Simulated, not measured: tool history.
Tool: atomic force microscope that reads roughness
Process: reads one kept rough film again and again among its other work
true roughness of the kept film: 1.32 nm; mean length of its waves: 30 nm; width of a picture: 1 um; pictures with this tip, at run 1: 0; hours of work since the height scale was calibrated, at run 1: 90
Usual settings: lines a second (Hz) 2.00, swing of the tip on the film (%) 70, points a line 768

run,hour,lines a second (Hz),swing of the tip on the film (%),points a line,pictures with this tip,hours of work since the height scale was calibrated,roughness of the kept film (nm (root mean square))
1,0.0,2.00,70,768,0,90,1.143
2,42.4,2.00,70,768,69,119,1.108
3,64.1,2.00,70,768,104,134,1.101
4,101.2,2.00,70,768,164,159,1.066
5,140.6,2.00,70,768,228,186,1.034
6,164.6,2.00,70,768,267,202,1.023
# hour 184.8: new tip fitted
7,207.2,2.00,70,768,36,231,1.134
8,250.3,2.00,70,768,106,261,1.100
9,291.3,2.00,67,768,172,289,1.081
10,318.8,2.00,70,768,217,307,1.045
11,354.6,2.00,70,768,275,332,1.024
# hour 371.8: new tip fitted
12,398.2,2.00,70,768,43,361,1.135
13,443.4,2.00,70,768,116,392,1.100
14,471.1,2.00,70,768,161,411,1.082
15,492.9,0.90,70,768,196,426,1.097
16,541.4,0.90,70,871,275,459,1.081
# hour 558.8: new tip fitted
17,579.3,0.90,70,871,33,485,1.185
18,610.4,2.00,70,768,84,506,1.095
19,630.5,2.00,70,768,116,520,1.089
20,650.8,2.00,70,768,149,534,1.069
21,686.3,2.00,70,768,207,558,1.036
22,726.4,2.62,70,768,272,585,0.991
# hour 743.7: new tip fitted
23,768.3,0.57,70,768,40,614,1.202
24,799.6,0.57,70,768,91,635,1.177
# hour 804.2: height scale calibrated on a step standard
25,824.6,0.57,70,768,129,14,1.144
26,857.6,0.57,70,768,183,37,1.122
27,878.9,1.53,88,647,217,51,0.986
28,898.5,1.14,62,768,249,64,1.081
29,922.1,2.00,65,785,288,81,1.050
# hour 931.5: new tip fitted
30,961.5,1.91,73,520,48,107,1.125
31,1003.1,2.47,82,520,116,136,0.991
# hour 1018.5: height scale calibrated on a step standard, once more
32,1034.3,0.63,88,415,165,11,1.079
33,1055.6,0.79,67,601,199,25,1.115
34,1076.2,0.51,78,601,233,39,1.077
35,1100.8,0.51,78,601,273,56,1.071
# hour 1120.5: new tip fitted
36,1147.0,0.51,78,601,43,87,1.173
37,1180.8,0.51,78,601,97,111,1.152
38,1228.1,2.84,83,634,174,143,0.925
39,1259.3,2.84,83,634,225,164,0.924
40,1284.9,2.84,68,455,266,182,0.993
# hour 1307.8: new tip fitted
41,1332.6,2.84,68,499,40,214,1.108
42,1378.7,0.83,68,499,114,246,1.138
43,1404.5,2.19,58,768,156,263,1.119
44,1427.3,2.00,62,605,193,279,1.093
45,1448.2,3.22,59,768,227,293,1.055
46,1488.6,0.75,79,768,293,321,1.052
# hour 1494.8: new tip fitted
47,1520.2,0.99,59,498,41,342,1.191
48,1547.9,2.79,63,338,86,361,1.113
49,1574.3,2.79,63,338,128,379,1.084
50,1596.8,0.77,70,897,165,394,1.118
51,1639.2,0.77,70,897,234,423,1.092
52,1677.9,0.53,70,768,296,450,1.073

Hidden state at the last listed run before each entry between runs and at the first one after, where it differs:
Between runs 6 and 7: new tip fitted (hour 184.8)
  radius of the tip, nm: 33.8 -> 13.2; height scale over the true one, %: 0.15 -> 0.17
  measured less the result without the state, roughness of the kept film (nm (root mean square)): -0.131 -> -0.018
Between runs 11 and 12: new tip fitted (hour 371.8)
  radius of the tip, nm: 32.7 -> 13.7; height scale over the true one, %: 0.22 -> 0.24
  measured less the result without the state, roughness of the kept film (nm (root mean square)): -0.125 -> -0.020
Between runs 16 and 17: new tip fitted (hour 558.8)
  radius of the tip, nm: 33.4 -> 13.8; height scale over the true one, %: 0.3 -> 0.31
  measured less the result without the state, roughness of the kept film (nm (root mean square)): -0.135 -> -0.021
Between runs 22 and 23: new tip fitted (hour 743.7)
  radius of the tip, nm: 34.3 -> 13.3; height scale over the true one, %: 0.37 -> 0.39
  measured less the result without the state, roughness of the kept film (nm (root mean square)): -0.128 -> -0.017
Between runs 24 and 25: height scale calibrated on a step standard (hour 804.2)
  radius of the tip, nm: 17.9 -> 21.7; height scale over the true one, %: 0.4 -> 0.56
  measured less the result without the state, roughness of the kept film (nm (root mean square)): -0.046 -> -0.067
Between runs 29 and 30: new tip fitted (hour 931.5)
  radius of the tip, nm: 35.7 -> 14.4; height scale over the true one, %: 0.6 -> 0.61
  measured less the result without the state, roughness of the kept film (nm (root mean square)): -0.140 -> -0.020
Between runs 31 and 32: height scale calibrated on a step standard, once more (hour 1018.5)
  radius of the tip, nm: 19.5 -> 23.7; height scale over the true one, %: 0.63 -> -0.09
  measured less the result without the state, roughness of the kept film (nm (root mean square)): -0.046 -> -0.081
Between runs 35 and 36: new tip fitted (hour 1120.5)
  radius of the tip, nm: 32.8 -> 14.9; height scale over the true one, %: -0.07 -> -0.05
  measured less the result without the state, roughness of the kept film (nm (root mean square)): -0.134 -> -0.032
Between runs 40 and 41: new tip fitted (hour 1307.8)
  radius of the tip, nm: 33.4 -> 13.4; height scale over the true one, %: 0 -> 0.02
  measured less the result without the state, roughness of the kept film (nm (root mean square)): -0.126 -> -0.020
Between runs 46 and 47: new tip fitted (hour 1494.8)
  radius of the tip, nm: 34.5 -> 13.9; height scale over the true one, %: 0.08 -> 0.1
  measured less the result without the state, roughness of the kept film (nm (root mean square)): -0.139 -> -0.024
